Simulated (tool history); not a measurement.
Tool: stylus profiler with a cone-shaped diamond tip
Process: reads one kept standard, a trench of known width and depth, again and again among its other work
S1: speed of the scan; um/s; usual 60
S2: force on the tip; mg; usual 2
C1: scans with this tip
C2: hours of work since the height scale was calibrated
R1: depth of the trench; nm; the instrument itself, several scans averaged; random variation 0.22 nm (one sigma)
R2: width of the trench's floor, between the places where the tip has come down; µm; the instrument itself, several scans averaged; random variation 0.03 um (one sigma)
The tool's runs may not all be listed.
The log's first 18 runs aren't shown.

run,hour,S1,S2,C1,C2,R1,R2
19,445.5,23,1.02,1593,313,1003.22,96.31
20,471.6,52,2,1652,325,1004.98,96.16
21,498.1,52,2,1712,337,1004.81,96.24
22,529.5,52,2,1783,351,1005.05,96.17
23,550.3,52,2,1830,360,1005.37,96.12
24,573.5,16,4.19,1883,371,1007.89,96.28
25,604.4,16,0.83,1953,384,1003.16,96.26
26,629,16,0.83,2009,395,1003.35,96.24

Run 27 comes next. What will it give?
27,659.5,60,3.66,2078,409,?,?

R1: 1007.77 nm
R2: 96.19 µm
Without the tool's hidden state the same run would have given R1 1007.17 nm, R2 96.42 µm.
